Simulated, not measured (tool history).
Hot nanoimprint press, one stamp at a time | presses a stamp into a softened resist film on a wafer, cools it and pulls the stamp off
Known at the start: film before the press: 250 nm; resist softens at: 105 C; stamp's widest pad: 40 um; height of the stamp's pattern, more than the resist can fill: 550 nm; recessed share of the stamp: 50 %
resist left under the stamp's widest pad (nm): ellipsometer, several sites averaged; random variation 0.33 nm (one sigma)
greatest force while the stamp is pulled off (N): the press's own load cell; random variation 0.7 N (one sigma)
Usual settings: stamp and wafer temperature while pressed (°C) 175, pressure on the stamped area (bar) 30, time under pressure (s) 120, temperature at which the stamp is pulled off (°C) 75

| run | day | stamp and wafer temperature while pressed (°C) | pressure on the stamped area (bar) | time under pressure (s) | temperature at which the stamp is pulled off (°C) | resist left under the stamp's widest pad (nm) | greatest force while the stamp is pulled off (N) |
|---|---|---|---|---|---|---|---|
| 1 | 0 | 175 | 30 | 120 | 75 | 110.3 | 184.5 |
| 2 | 0.425 | 175 | 30 | 120 | 75 | 110.1 | 185.8 |
| 3 | 0.733 | 175 | 30 | 120 | 75 | 110.2 | 184 |
| 4 | 1.196 | 175 | 30 | 120 | 75 | 110.2 | 185.7 |
| 5 | 1.517 | 175 | 30 | 213 | 75 | 89.8 | 184.2 |
| 6 | 2.046 | 175 | 30 | 120 | 75 | 109.1 | 185.2 |
| 7 | 2.383 | 175 | 30 | 120 | 75 | 109.7 | 185.8 |
|  | 2.538 | plate thermocouple calibrated |
| 8 | 3.021 | 175 | 30 | 120 | 75 | 108.4 | 183.8 |
| 9 | 3.558 | 175 | 30 | 178 | 75 | 94.5 | 184.3 |
| 10 | 3.929 | 175 | 30 | 120 | 75 | 108.8 | 185.3 |
|  | 4.208 | plate thermocouple calibrated, once more |
| 11 | 4.388 | 175 | 24.4 | 120 | 75 | 125.8 | 191.6 |
| 12 | 4.65 | 164 | 24.4 | 120 | 75 | 175.6 | 190.7 |
| 13 | 5.088 | 176 | 40 | 121 | 68 | 93.5 | 221 |
| 14 | 5.45 | 175 | 30 | 62 | 68 | 139.3 | 222.2 |
| 15 | 5.962 | 175 | 30 | 62 | 68 | 139.9 | 223.4 |
| 16 | 6.454 | 175 | 30 | 82 | 68 | 128 | 222.5 |
| 17 | 6.746 | 175 | 24.1 | 120 | 75 | 126.7 | 191.4 |
| 18 | 7.042 | 175 | 24.1 | 120 | 75 | 126.5 | 191.9 |
| 19 | 7.396 | 175 | 24.1 | 65 | 68 | 151.5 | 223.3 |
| 20 | 7.871 | 175 | 24.1 | 65 | 68 | 151.5 | 224.2 |
| 21 | 8.225 | 175 | 24.1 | 65 | 68 | 151.8 | 222.8 |
| 22 | 8.538 | 183 | 24.1 | 77 | 72 | 114.7 | 207.8 |

Forecast each of these 3 alternatives for the next run:
| A | 8.896 | 171 | 24.1 | 77 | 72 | ? | ? |
| B | 8.896 | 165 | 24.1 | 103 | 72 | ? | ? |
| C | 8.896 | 183 | 24.1 | 84 | 73 | ? | ? |

| run | resist left under the stamp's widest pad (nm) | greatest force while the stamp is pulled off (N) |
|---|---|---|
| A | 160.3 | 206.1 |
| B | 175.8 | 205.9 |
| C | 111 | 200.6 |
Without the tool's hidden state the same runs would have given:
| run | resist left under the stamp's widest pad (nm) | greatest force while the stamp is pulled off (N) |
|---|---|---|
| A | 160.1 | 184.5 |
| B | 175.7 | 184.3 |
| C | 110.7 | 179.6 |
